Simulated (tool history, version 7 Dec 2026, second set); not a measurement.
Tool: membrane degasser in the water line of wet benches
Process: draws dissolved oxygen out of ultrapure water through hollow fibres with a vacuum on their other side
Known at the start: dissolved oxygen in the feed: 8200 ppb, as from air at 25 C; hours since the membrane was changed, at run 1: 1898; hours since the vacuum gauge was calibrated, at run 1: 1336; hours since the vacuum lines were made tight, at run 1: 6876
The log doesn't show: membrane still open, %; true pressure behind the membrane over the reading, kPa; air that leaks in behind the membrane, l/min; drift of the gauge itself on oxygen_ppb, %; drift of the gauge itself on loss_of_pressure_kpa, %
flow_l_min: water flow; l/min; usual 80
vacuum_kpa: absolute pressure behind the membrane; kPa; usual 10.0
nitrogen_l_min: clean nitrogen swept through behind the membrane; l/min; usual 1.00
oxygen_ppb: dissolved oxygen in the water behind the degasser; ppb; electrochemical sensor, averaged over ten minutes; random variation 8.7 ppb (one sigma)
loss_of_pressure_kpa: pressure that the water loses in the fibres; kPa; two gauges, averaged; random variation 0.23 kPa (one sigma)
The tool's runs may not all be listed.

run,hour,flow_l_min,vacuum_kpa,nitrogen_l_min,hours since the membrane was changed,hours since the vacuum gauge was calibrated,hours since the vacuum lines were made tight,oxygen_ppb,loss_of_pressure_kpa
1,0.0,80,10.0,1.00,1898,1336,6876,862.0,58.14
2,50.6,80,18.5,1.00,1949,1387,6926,1759.9,58.05
3,116.3,80,18.5,1.69,2014,1452,6992,1281.3,58.08
4,185.3,80,18.5,1.69,2083,1521,7061,1276.3,58.02
5,221.7,80,10.0,1.00,2120,1558,7097,876.7,58.19
6,270.9,80,10.0,1.00,2169,1607,7146,872.7,58.08
7,313.6,80,10.0,1.00,2212,1650,7189,876.7,58.08
8,370.0,80,10.0,1.00,2268,1706,7246,875.2,58.47
9,434.7,80,10.0,1.00,2333,1771,7310,879.2,58.30
10,503.3,80,10.0,1.00,2401,1839,7379,868.1,58.10
11,539.4,80,10.0,1.00,2437,1875,7415,876.0,57.86
12,594.0,80,10.0,1.00,2492,1930,7470,873.4,57.90
13,638.3,80,15.9,1.00,2536,1974,7514,1507.3,58.18
14,681.4,80,10.0,0.87,2579,2017,7557,960.9,58.46
15,738.9,80,10.0,1.36,2637,2075,7615,719.8,58.79
16,793.9,71,16.8,1.36,2692,2130,7670,1223.3,52.01
17,862.7,71,16.8,1.36,2761,2199,7738,1202.0,51.90
18,907.2,71,6.9,0.41,2805,2243,7783,770.1,51.89
19,945.5,58,6.9,2.84,2843,2281,7821,180.7,42.33
20,1012.4,49,7.8,1.00,2910,2348,7888,431.1,35.87
21,1077.9,49,7.8,1.00,2976,2414,7954,423.7,36.01
22,1142.1,54,10.0,2.13,3040,2478,8018,368.4,39.54
23,1216.9,54,10.0,2.13,3115,2553,8093,376.8,39.63
24,1252.5,113,16.0,2.90,3150,2588,8128,985.9,82.75
25,1301.1,113,16.0,2.90,3199,2637,8177,980.4,82.67
26,1348.5,113,11.1,0.57,3246,2684,8224,1655.8,82.98
27,1395.7,80,23.0,1.00,3294,2732,8271,2166.8,58.46
28,1445.8,80,23.0,1.00,3344,2782,8321,2156.2,58.88
29,1483.4,93,10.2,1.00,3381,2819,8359,1016.9,68.83

5 ways to go on from here, each from the tool as it stands after run 29. What would each give?
A,1541.8,80,10.0,0.68,3440,2878,8417,?,?
B,1541.8,124,18.6,2.56,3440,2878,8417,?,?
C,1541.8,69,9.7,1.00,3440,2878,8417,?,?
D,1541.8,93,7.7,1.00,3440,2878,8417,?,?
E,1541.8,80,10.0,1.39,3440,2878,8417,?,?

run,oxygen_ppb,loss_of_pressure_kpa
A,1103.3,59.06
B,1338.4,91.12
C,759.3,50.38
D,688.1,68.63
E,721.0,58.84
Without the tool's hidden state the same runs would have given:
run,oxygen_ppb,loss_of_pressure_kpa
A,1082.3,57.57
B,1319.6,88.81
C,742.6,49.10
D,664.7,66.89
E,704.1,57.35
